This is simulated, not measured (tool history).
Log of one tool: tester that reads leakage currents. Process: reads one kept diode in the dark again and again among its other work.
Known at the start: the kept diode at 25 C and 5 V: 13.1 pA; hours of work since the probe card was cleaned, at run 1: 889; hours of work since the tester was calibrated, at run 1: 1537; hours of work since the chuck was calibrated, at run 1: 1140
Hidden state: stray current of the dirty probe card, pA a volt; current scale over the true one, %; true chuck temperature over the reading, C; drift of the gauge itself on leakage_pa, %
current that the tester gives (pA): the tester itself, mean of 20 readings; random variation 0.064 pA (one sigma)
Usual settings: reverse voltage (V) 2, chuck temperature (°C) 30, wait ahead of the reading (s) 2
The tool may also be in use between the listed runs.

run	day	reverse voltage (V)	chuck temperature (°C)	wait ahead of the reading (s)	hours of work since the probe card was cleaned	hours of work since the tester was calibrated	hours of work since the chuck was calibrated	current that the tester gives (pA)
1	0	2	30	2	889	1537	1140	19.31
2	3.808	2	30	2	932	1580	1184	19.46
3	7.542	2	30	2	975	1623	1226	19.92
4	9.829	2	30	2	1001	1649	1253	20.02
# day 10.992: probe card cleaned and baked
5	14.029	2	30	2	35	1695	1299	14.35
6	16.796	2	30	2	66	1727	1331	14.51
7	19.4	2	30	2	96	1756	1360	14.68
8	22.767	2	30	2	134	1795	1399	14.85
9	24.879	2	30	2	158	1819	1423	15
10	27.929	11.95	30	2	193	1854	1458	42.01
11	31.025	11.95	30	2	228	1889	1493	43
12	34.696	11.95	30	2	270	1931	1535	44.43
13	37.842	2	53	2	306	1967	1571	90.56
14	41.946	2	53	2	353	2014	1617	90.53
15	44.638	2	30	2	384	2044	1648	16.42
16	47.367	2	36	2	415	2075	1679	25.75
17	51.312	2	36	2	460	2120	1724	26
18	55.279	2	24	0.95	505	2166	1769	11.88
19	57.346	2	24	0.95	529	2189	1793	11.97
20	59.108	2	24	0.95	549	2209	1813	12.04
21	61.725	8.23	32	3.97	579	2239	1843	48
22	64.162	1.19	31	2.51	606	2267	1871	14.04
23	65.958	5.36	30	0.31	627	2287	1891	38.43
24	69.088	6.92	28	1.61	663	2323	1927	36.55
25	72.112	6.92	28	1.61	697	2358	1961	37.32
26	74.725	5.27	31	0.97	727	2387	1991	37.66
# day 76.704: chuck's temperature calibrated
27	78.079	16.57	22	1.03	764	2425	16	61.76
28	80.912	16.57	22	1.03	796	2457	48	63.76
29	84.058	16.57	22	1.03	832	2493	84	65.1
30	85.896	6.98	21	1.03	853	2514	105	31.02
31	89.167	6.98	21	1.03	891	2551	142	31.57
32	92.679	6.98	21	1.03	931	2591	182	32.64
33	94.358	2.56	43	5.01	950	2610	201	51.48

Forecast each of these 4 alternatives for the next run:
A	98.242	1.37	43	0.57	994	2655	246	?
B	98.242	2.56	43	6.31	994	2655	246	?
C	98.242	8.03	31	2.72	994	2655	246	?
D	98.242	1.11	32	5.01	994	2655	246	?

run	current that the tester gives (pA)
A	37.52
B	52.04
C	53.47
D	15.21
Without the tool's hidden state the same runs would have given:
run	current that the tester gives (pA)
A	33.02
B	43.86
C	29.25
D	11.76
